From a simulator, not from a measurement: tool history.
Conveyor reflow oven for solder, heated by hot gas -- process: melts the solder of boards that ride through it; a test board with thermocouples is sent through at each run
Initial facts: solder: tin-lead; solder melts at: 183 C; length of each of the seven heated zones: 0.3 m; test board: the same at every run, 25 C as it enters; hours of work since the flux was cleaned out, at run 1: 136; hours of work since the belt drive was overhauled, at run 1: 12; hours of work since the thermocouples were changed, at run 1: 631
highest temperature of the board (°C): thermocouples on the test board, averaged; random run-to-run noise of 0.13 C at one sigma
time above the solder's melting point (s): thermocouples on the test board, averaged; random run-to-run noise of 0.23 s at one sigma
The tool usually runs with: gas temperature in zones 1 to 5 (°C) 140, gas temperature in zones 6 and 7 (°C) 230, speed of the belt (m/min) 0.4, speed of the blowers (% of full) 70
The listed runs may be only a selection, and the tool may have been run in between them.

| run | hour | gas temperature in zones 1 to 5 (°C) | gas temperature in zones 6 and 7 (°C) | speed of the belt (m/min) | speed of the blowers (% of full) | hours of work since the flux was cleaned out | hours of work since the belt drive was overhauled | hours of work since the thermocouples were changed | highest temperature of the board (°C) | time above the solder's melting point (s) |
|---|---|---|---|---|---|---|---|---|---|---|
| 1 | 0 | 140 | 230 | 0.4 | 70 | 136 | 12 | 631 | 212.2 | 62.9 |
| 2 | 6.6 | 140 | 230 | 0.368 | 70 | 139 | 15 | 634 | 214.8 | 72.2 |
| 3 | 10.4 | 140 | 222 | 0.4 | 70 | 141 | 17 | 636 | 205.6 | 55.1 |
| 4 | 19.2 | 140 | 222 | 0.4 | 70 | 146 | 22 | 640 | 205.8 | 55 |
| 5 | 26.8 | 135 | 230 | 0.4 | 70 | 150 | 26 | 644 | 211.5 | 59.8 |
| 6 | 31.3 | 151 | 230 | 0.4 | 70 | 152 | 28 | 647 | 214.5 | 70.8 |
| 7 | 38.1 | 140 | 230 | 0.4 | 70 | 156 | 31 | 650 | 212.6 | 63.1 |
| 8 | 46.3 | 140 | 230 | 0.4 | 70 | 160 | 35 | 654 | 212.5 | 63.1 |
| 9 | 52 | 140 | 230 | 0.4 | 70 | 163 | 38 | 657 | 212.4 | 63 |
| 10 | 57.4 | 140 | 230 | 0.4 | 70 | 166 | 41 | 660 | 212.4 | 62.8 |
| 11 | 66.4 | 140 | 230 | 0.4 | 70 | 170 | 46 | 665 | 212.3 | 63.2 |
| 12 | 73.1 | 140 | 230 | 0.4 | 80 | 174 | 49 | 668 | 214.5 | 65.1 |
| 13 | 81.9 | 147 | 230 | 0.4 | 80 | 178 | 54 | 673 | 215.4 | 70.2 |
| 14 | 90.7 | 147 | 230 | 0.4 | 80 | 183 | 58 | 677 | 215.5 | 69.4 |
| 15 | 96.3 | 147 | 230 | 0.4 | 80 | 185 | 61 | 680 | 215.5 | 69.5 |
| 16 | 101.2 | 147 | 230 | 0.4 | 80 | 188 | 64 | 683 | 215.5 | 69.6 |
| 17 | 106.8 | 140 | 236 | 0.441 | 70 | 191 | 67 | 685 | 214.2 | 57.7 |
| 18 | 113.7 | 140 | 236 | 0.441 | 70 | 194 | 70 | 689 | 214.1 | 57.9 |
| 19 | 122.4 | 144 | 230 | 0.4 | 70 | 199 | 75 | 693 | 213.3 | 65.7 |
| 20 | 131.4 | 139 | 230 | 0.4 | 71 | 203 | 79 | 698 | 212.3 | 62.3 |
| 21 | 137.7 | 139 | 230 | 0.4 | 51 | 207 | 82 | 701 | 208.1 | 55.7 |
| 22 | 141.6 | 139 | 221 | 0.357 | 51 | 209 | 84 | 703 | 204.2 | 58.9 |
| 23 | 149 | 139 | 221 | 0.357 | 51 | 212 | 88 | 707 | 204.2 | 58.9 |
| 24 | 153.8 | 139 | 221 | 0.357 | 51 | 215 | 91 | 709 | 204.2 | 59 |
| 25 | 162.9 | 140 | 223 | 0.437 | 74 | 220 | 95 | 714 | 204.7 | 48.8 |
| 26 | 167 | 131 | 223 | 0.464 | 74 | 222 | 97 | 716 | 200.3 | 37.1 |
| 27 | 172.2 | 131 | 223 | 0.464 | 74 | 224 | 100 | 719 | 200.8 | 37.2 |
| 28 | 177.7 | 135 | 238 | 0.468 | 82 | 227 | 103 | 722 | 214.8 | 53.5 |
| 29 | 182.2 | 151 | 230 | 0.4 | 51 | 230 | 105 | 724 | 210.7 | 65.5 |
| 30 | 188.1 | 134 | 243 | 0.4 | 64 | 233 | 108 | 727 | 220.7 | 67.9 |

Branching from run 30: 5 alternative next runs. What would each branch give?
| A | 195.3 | 147 | 243 | 0.4 | 51 | 236 | 112 | 731 | ? | ? |
| B | 195.3 | 136 | 223 | 0.4 | 62 | 236 | 112 | 731 | ? | ? |
| C | 195.3 | 130 | 243 | 0.4 | 64 | 236 | 112 | 731 | ? | ? |
| D | 195.3 | 134 | 225 | 0.337 | 65 | 236 | 112 | 731 | ? | ? |
| E | 195.3 | 140 | 230 | 0.323 | 52 | 236 | 112 | 731 | ? | ? |

| run | highest temperature of the board (°C) | time above the solder's melting point (s) |
|---|---|---|
| A | 220 | 72.7 |
| B | 204.3 | 51.2 |
| C | 220.2 | 65.7 |
| D | 211.1 | 72.1 |
| E | 215.2 | 82.3 |
What these runs would have given with no unlogged condition in the tool:
| run | highest temperature of the board (°C) | time above the solder's melting point (s) |
|---|---|---|
| A | 220.1 | 72.8 |
| B | 204.3 | 51.2 |
| C | 220.2 | 65.7 |
| D | 211.1 | 72.1 |
| E | 215.2 | 82.3 |
